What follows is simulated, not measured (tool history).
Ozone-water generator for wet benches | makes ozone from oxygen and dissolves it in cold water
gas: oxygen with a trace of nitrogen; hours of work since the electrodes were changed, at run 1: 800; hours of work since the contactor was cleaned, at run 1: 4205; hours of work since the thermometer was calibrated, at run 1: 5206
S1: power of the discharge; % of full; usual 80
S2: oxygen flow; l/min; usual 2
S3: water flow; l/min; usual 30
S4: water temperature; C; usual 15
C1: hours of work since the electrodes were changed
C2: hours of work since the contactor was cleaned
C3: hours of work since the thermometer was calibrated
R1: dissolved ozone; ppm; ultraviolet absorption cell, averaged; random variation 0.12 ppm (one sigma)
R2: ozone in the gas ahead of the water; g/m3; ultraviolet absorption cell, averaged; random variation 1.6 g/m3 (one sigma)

Run 1, hour 0: usual settings; C1 800; C2 4205; C3 5206. Result: R1 11.3 ppm, R2 290.2 g/m3.
Run 2, hour 52: usual settings; C1 852; C2 4257; C3 5258. Result: R1 11.4 ppm, R2 290 g/m3.
Run 3, hour 95: usual settings; C1 894; C2 4299; C3 5301. Result: R1 11.3 ppm, R2 288.6 g/m3.
Run 4, hour 117.1: usual settings but S4 8 C; C1 916; C2 4321; C3 5323. Result: R1 11.8 ppm, R2 288.4 g/m3.
At hour 138.4: water thermometer calibrated.
Run 5, hour 140: usual settings but S4 8 C; C1 939; C2 4344; C3 2. Result: R1 11.7 ppm, R2 287.5 g/m3.
Run 6, hour 168.4: usual settings but S4 8 C; C1 967; C2 4372; C3 30. Result: R1 11.7 ppm, R2 290.8 g/m3.
Run 7, hour 194.6: usual settings but S2 2.21 l/min, S4 8 C; C1 993; C2 4398; C3 56. Result: R1 12.2 ppm, R2 277.9 g/m3.
Run 8, hour 245.1: usual settings; C1 1043; C2 4448; C3 106. Result: R1 11.2 ppm, R2 285.5 g/m3.
Run 9, hour 297.3: usual settings; C1 1095; C2 4500; C3 158. Result: R1 11.1 ppm, R2 288 g/m3.
At hour 312.7: water thermometer calibrated, once more.
Run 10, hour 342.9: usual settings; C1 1139; C2 4544; C3 30. Result: R1 11.2 ppm, R2 285.4 g/m3.
Run 11, hour 369.8: usual settings; C1 1166; C2 4571; C3 57. Result: R1 11.2 ppm, R2 285.4 g/m3.
Run 12, hour 418.4: usual settings but S3 47 l/min; C1 1214; C2 4619; C3 105. Result: R1 6.7 ppm, R2 282.8 g/m3.
Run 13, hour 457.6: usual settings but S3 33 l/min, S4 16 C; C1 1253; C2 4658; C3 144. Result: R1 9.9 ppm, R2 286.6 g/m3.

The next listed run, before its measurement:
Run 14, hour 504.4: usual settings but S1 64 % of full, S2 1.12 l/min, S3 22 l/min, S4 11 C; C1 1300; C2 4705; C3 190. Result: R1 ?, R2 ?.

R1: 11.1 ppm
R2: 325.7 g/m3
Without the tool's hidden state the same run would have given R1 11.9 ppm, R2 339.4 g/m3.

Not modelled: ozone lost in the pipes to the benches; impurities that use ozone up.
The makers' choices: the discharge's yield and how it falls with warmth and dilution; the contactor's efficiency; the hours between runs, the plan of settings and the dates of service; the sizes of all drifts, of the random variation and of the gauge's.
